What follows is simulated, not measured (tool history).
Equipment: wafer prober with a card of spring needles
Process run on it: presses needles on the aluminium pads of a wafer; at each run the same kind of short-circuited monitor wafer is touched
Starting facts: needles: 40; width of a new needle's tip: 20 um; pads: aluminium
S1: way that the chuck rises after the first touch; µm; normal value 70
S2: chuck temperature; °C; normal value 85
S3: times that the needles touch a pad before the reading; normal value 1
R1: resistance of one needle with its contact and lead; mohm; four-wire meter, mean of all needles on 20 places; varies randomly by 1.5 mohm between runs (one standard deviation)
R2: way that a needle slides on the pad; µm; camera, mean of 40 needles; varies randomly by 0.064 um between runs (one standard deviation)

run	hour	S1	S2	S3	R1	R2
1	0	70	85	1	144	19.5
2	50.3	70	84	1	143	19.45
3	97.6	70	85	1	143	19.64
4	133.5	65	85	1	145	18.26
5	177.2	65	85	1	144	18.25
6	223.9	65	85	1	145	18.29
7	279.8	65	85	1	144	18.28
8	327	65	85	1	144	18.15
9	358.1	65	85	1	146	18.31
10	389.3	65	85	1	142	18.31
11	421.1	64	85	1	143	18.05
12	452.9	64	26	1	135	18.01
13	478.3	64	26	1	132	18.01
14	517.6	55	27	1	137	15.52
15	551.2	57	35	3	137	16.11
16	588.8	57	35	3	139	16.12
17	623.8	57	35	3	136	16.16
18	659.8	57	35	3	136	16.04
19	696.2	57	36	3	137	16.17
20	728.1	57	36	3	135	16.04
21	755.3	57	36	3	137	16.14
22	791.7	70	41	3	137	19.77

Missing from the log above: 24 entries noted between runs. For each, name the pair of listed runs it sits between and say how the tool's hidden condition differs from the listed run just before to the listed run just after:
Between runs 1 and 2: tips cleaned on abrasive film (hour 15.1); tips cleaned on abrasive film (hour 49.9)
  debris on the tips, nm: 0.7 -> 0.1; drift of the gauge itself on scrub_um, %: 0 -> 0.08
  measured result minus the result with no hidden state, R2: +0 -> +0.01 µm
Between runs 2 and 3: tips cleaned on abrasive film (hour 84)
  debris on the tips, nm: 0.1 -> 0.6; drift of the gauge itself on scrub_um, %: 0.08 -> 0.16
  measured result minus the result with no hidden state, R2: +0.01 -> +0.03 µm
Between runs 3 and 4: tips cleaned on abrasive film (hour 118.6)
  drift of the gauge itself on scrub_um, %: 0.16 -> 0.22
  measured result minus the result with no hidden state, R2: +0.03 -> +0.04 µm
Between runs 4 and 5: tips cleaned on abrasive film (hour 151.8)
  debris on the tips, nm: 0.6 -> 0.7; drift of the gauge itself on scrub_um, %: 0.22 -> 0.3
  measured result minus the result with no hidden state, R2: +0.04 -> +0.05 µm
Between runs 5 and 6: tips cleaned on abrasive film (hour 186.1); tips cleaned on abrasive film (hour 221)
  debris on the tips, nm: 0.7 -> 0.3; way that the needles fall short of the set height, um: 0 -> 0.01; drift of the gauge itself on scrub_um, %: 0.3 -> 0.37
  measured result minus the result with no hidden state, R2: +0.05 -> +0.07 µm
Between runs 6 and 7: tips cleaned on abrasive film (hour 255)
  debris on the tips, nm: 0.3 -> 0.7; drift of the gauge itself on scrub_um, %: 0.37 -> 0.47
  measured result minus the result with no hidden state, R2: +0.07 -> +0.09 µm
Between runs 7 and 8: tips cleaned on abrasive film (hour 288.1); tips cleaned on abrasive film (hour 323.5)
  debris on the tips, nm: 0.7 -> 0.3; drift of the gauge itself on scrub_um, %: 0.47 -> 0.55
  measured result minus the result with no hidden state, R2: +0.09 -> +0.1 µm
Between runs 8 and 9: tips cleaned on abrasive film (hour 358.1)
  debris on the tips, nm: 0.3 -> 0; drift of the gauge itself on scrub_um, %: 0.55 -> 0.6
  measured result minus the result with no hidden state, R2: +0.1 -> +0.1 µm
Between runs 10 and 11: tips cleaned on abrasive film (hour 392)
  drift of the gauge itself on scrub_um, %: 0.65 -> 0.7
  measured result minus the result with no hidden state, R2: +0.12 -> +0.12 µm
Between runs 11 and 12: tips cleaned on abrasive film (hour 426.4)
  drift of the gauge itself on scrub_um, %: 0.7 -> 0.76
  measured result minus the result with no hidden state, R2: +0.12 -> +0.13 µm
Between runs 12 and 13: tips cleaned on abrasive film (hour 461.1)
  debris on the tips, nm: 0.7 -> 0.6; drift of the gauge itself on scrub_um, %: 0.76 -> 0.8
  measured result minus the result with no hidden state, R2: +0.13 -> +0.14 µm
Between runs 13 and 14: tips cleaned on abrasive film (hour 495.8)
  drift of the gauge itself on scrub_um, %: 0.8 -> 0.86
  measured result minus the result with no hidden state, R2: +0.14 -> +0.13 µm
Between runs 14 and 15: tips cleaned on abrasive film (hour 529.5)
  debris on the tips, nm: 0.6 -> 0.7; drift of the gauge itself on scrub_um, %: 0.86 -> 0.92
  measured result minus the result with no hidden state, R2: +0.13 -> +0.15 µm
Between runs 15 and 16: tips cleaned on abrasive film (hour 562.5)
  drift of the gauge itself on scrub_um, %: 0.92 -> 0.98
  measured result minus the result with no hidden state, R2: +0.15 -> +0.15 µm
Between runs 16 and 17: tips cleaned on abrasive film (hour 599.8)
  drift of the gauge itself on scrub_um, %: 0.98 -> 1.04
  measured result minus the result with no hidden state, R2: +0.15 -> +0.16 µm
Between runs 17 and 18: tips cleaned on abrasive film (hour 632.9); height of the first contact set anew (hour 655.7)
  way that the needles fall short of the set height, um: 0.01 -> 0; drift of the gauge itself on scrub_um, %: 1.04 -> 1.1
  measured result minus the result with no hidden state, R2: +0.16 -> +0.17 µm
Between runs 18 and 19: tips cleaned on abrasive film (hour 666)
  drift of the gauge itself on scrub_um, %: 1.1 -> 1.16
  measured result minus the result with no hidden state, R2: +0.17 -> +0.19 µm
Between runs 19 and 20: tips cleaned on abrasive film (hour 699.7)
  drift of the gauge itself on scrub_um, %: 1.16 -> 1.22
  measured result minus the result with no hidden state, R2: +0.19 -> +0.2 µm
Between runs 20 and 21: tips cleaned on abrasive film (hour 733)
  drift of the gauge itself on scrub_um, %: 1.22 -> 1.26
  measured result minus the result with no hidden state, R2: +0.2 -> +0.2 µm
Between runs 21 and 22: tips cleaned on abrasive film (hour 770)
  drift of the gauge itself on scrub_um, %: 1.26 -> 1.32
  measured result minus the result with no hidden state, R2: +0.2 -> +0.26 µm
